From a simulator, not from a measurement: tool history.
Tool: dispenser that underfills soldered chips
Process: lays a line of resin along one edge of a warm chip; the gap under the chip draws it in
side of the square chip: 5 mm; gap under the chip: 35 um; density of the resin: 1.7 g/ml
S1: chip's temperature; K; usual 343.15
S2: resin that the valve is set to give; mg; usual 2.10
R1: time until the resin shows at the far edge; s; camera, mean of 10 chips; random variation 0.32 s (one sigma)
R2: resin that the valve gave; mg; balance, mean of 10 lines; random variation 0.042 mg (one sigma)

{"run": 1, "hour": 0.0, "S1": 343.15, "S2": 2.1, "R1": 19.2, "R2": 2.01}
{"run": 2, "hour": 4.9, "S1": 344.15, "S2": 2.1, "R1": 23.5, "R2": 2.14}
{"hour": 8.2, "done": "new syringe of resin"}
{"run": 3, "hour": 15.8, "S1": 352.15, "S2": 2.1, "R1": 10.2, "R2": 2.04}
{"run": 4, "hour": 22.6, "S1": 343.15, "S2": 2.1, "R1": 23.1, "R2": 2.09}
{"hour": 27.6, "done": "new syringe of resin"}
{"run": 5, "hour": 33.3, "S1": 343.15, "S2": 2.1, "R1": 14.5, "R2": 2.04}
{"run": 6, "hour": 43.7, "S1": 343.15, "S2": 2.1, "R1": 24.4, "R2": 1.96}
{"hour": 47.1, "done": "new syringe of resin"}
{"run": 7, "hour": 50.8, "S1": 343.15, "S2": 2.1, "R1": 13.4, "R2": 1.98}
{"run": 8, "hour": 59.8, "S1": 338.15, "S2": 2.1, "R1": 27.6, "R2": 1.99}
{"hour": 66.7, "done": "new syringe of resin"}
{"run": 9, "hour": 67.1, "S1": 338.15, "S2": 2.1, "R1": 15.5, "R2": 1.95}
{"run": 10, "hour": 76.1, "S1": 338.15, "S2": 2.1, "R1": 23.9, "R2": 1.95}
{"run": 11, "hour": 82.0, "S1": 338.15, "S2": 2.1, "R1": 32.8, "R2": 1.93}
{"hour": 86.1, "done": "new syringe of resin"}
{"run": 12, "hour": 87.2, "S1": 338.15, "S2": 2.1, "R1": 14.8, "R2": 1.95}
{"run": 13, "hour": 96.5, "S1": 343.15, "S2": 1.86, "R1": 19.8, "R2": 1.71}
{"run": 14, "hour": 103.7, "S1": 343.15, "S2": 2.1, "R1": 27.6, "R2": 1.94}
{"hour": 105.5, "done": "new syringe of resin"}
{"run": 15, "hour": 111.8, "S1": 343.15, "S2": 2.1, "R1": 15.3, "R2": 2.01}
{"run": 16, "hour": 119.4, "S1": 343.15, "S2": 2.1, "R1": 22.7, "R2": 1.87}
{"hour": 125.1, "done": "new syringe of resin"}
{"run": 17, "hour": 129.2, "S1": 343.15, "S2": 2.1, "R1": 13.8, "R2": 1.89}
{"run": 18, "hour": 139.4, "S1": 343.15, "S2": 2.1, "R1": 23.2, "R2": 1.92}
{"hour": 144.7, "done": "new syringe of resin"}
{"run": 19, "hour": 149.5, "S1": 343.15, "S2": 2.1, "R1": 13.7, "R2": 1.84}
{"run": 20, "hour": 159.7, "S1": 339.15, "S2": 2.1, "R1": 29.0, "R2": 1.83}
{"hour": 164.1, "done": "new syringe of resin"}
{"run": 21, "hour": 170.1, "S1": 348.15, "S2": 2.44, "R1": 11.5, "R2": 2.17}
{"run": 22, "hour": 175.5, "S1": 337.15, "S2": 2.56, "R1": 26.8, "R2": 2.19}
{"hour": 183.5, "done": "new syringe of resin"}
{"run": 23, "hour": 184.9, "S1": 341.15, "S2": 2.4, "R1": 13.0, "R2": 2.12}
{"hour": 186.8, "done": "dispensing valve cleaned and set on the balance"}
{"run": 24, "hour": 195.9, "S1": 337.15, "S2": 2.21, "R1": 26.3, "R2": 2.15}
{"run": 25, "hour": 200.8, "S1": 331.15, "S2": 2.1, "R1": 46.6, "R2": 2.07}
{"hour": 204.0, "done": "new syringe of resin"}
{"run": 26, "hour": 209.9, "S1": 346.15, "S2": 2.1, "R1": 12.5, "R2": 2.06}
{"run": 27, "hour": 216.2, "S1": 328.15, "S2": 2.5, "R1": 44.2, "R2": 2.49}
{"hour": 223.9, "done": "new syringe of resin"}
{"run": 28, "hour": 225.2, "S1": 332.15, "S2": 2.1, "R1": 19.8, "R2": 2.07}
{"run": 29, "hour": 230.0, "S1": 331.15, "S2": 1.87, "R1": 29.5, "R2": 1.84}
{"run": 30, "hour": 239.8, "S1": 331.15, "S2": 1.87, "R1": 47.4, "R2": 1.76}
{"hour": 243.4, "done": "new syringe of resin"}
{"run": 31, "hour": 247.4, "S1": 350.15, "S2": 2.34, "R1": 9.5, "R2": 2.24}
{"run": 32, "hour": 256.7, "S1": 354.15, "S2": 1.84, "R1": 13.0, "R2": 1.75}
{"run": 33, "hour": 262.0, "S1": 343.15, "S2": 2.26, "R1": 27.6, "R2": 2.21}
{"hour": 263.0, "done": "new syringe of resin"}
{"run": 34, "hour": 272.9, "S1": 353.15, "S2": 1.85, "R1": 11.3, "R2": 1.74}
{"run": 35, "hour": 278.6, "S1": 331.15, "S2": 2.5, "R1": 44.9, "R2": 2.36}
{"hour": 282.9, "done": "new syringe of resin"}
{"run": 36, "hour": 283.7, "S1": 352.15, "S2": 2.23, "R1": 6.6, "R2": 2.13}

Forecast each of these 4 alternatives for the next run:
{"run": "A", "hour": 290.7, "S1": 347.15, "S2": 2.26, "R1": "?", "R2": "?"}
{"run": "B", "hour": 290.7, "S1": 346.15, "S2": 2.53, "R1": "?", "R2": "?"}
{"run": "C", "hour": 290.7, "S1": 352.15, "S2": 2.44, "R1": "?", "R2": "?"}
{"run": "D", "hour": 290.7, "S1": 336.15, "S2": 2.44, "R1": "?", "R2": "?"}

run=A R1=12.9 R2=2.14
run=B R1=13.5 R2=2.41
run=C R1=10.3 R2=2.38
run=D R1=22.9 R2=2.29
Without the tool's hidden state the same runs would have given:
run=A R1=8.6 R2=2.27
run=B R1=9.1 R2=2.55
run=C R1=7.0 R2=2.52
run=D R1=15.5 R2=2.43
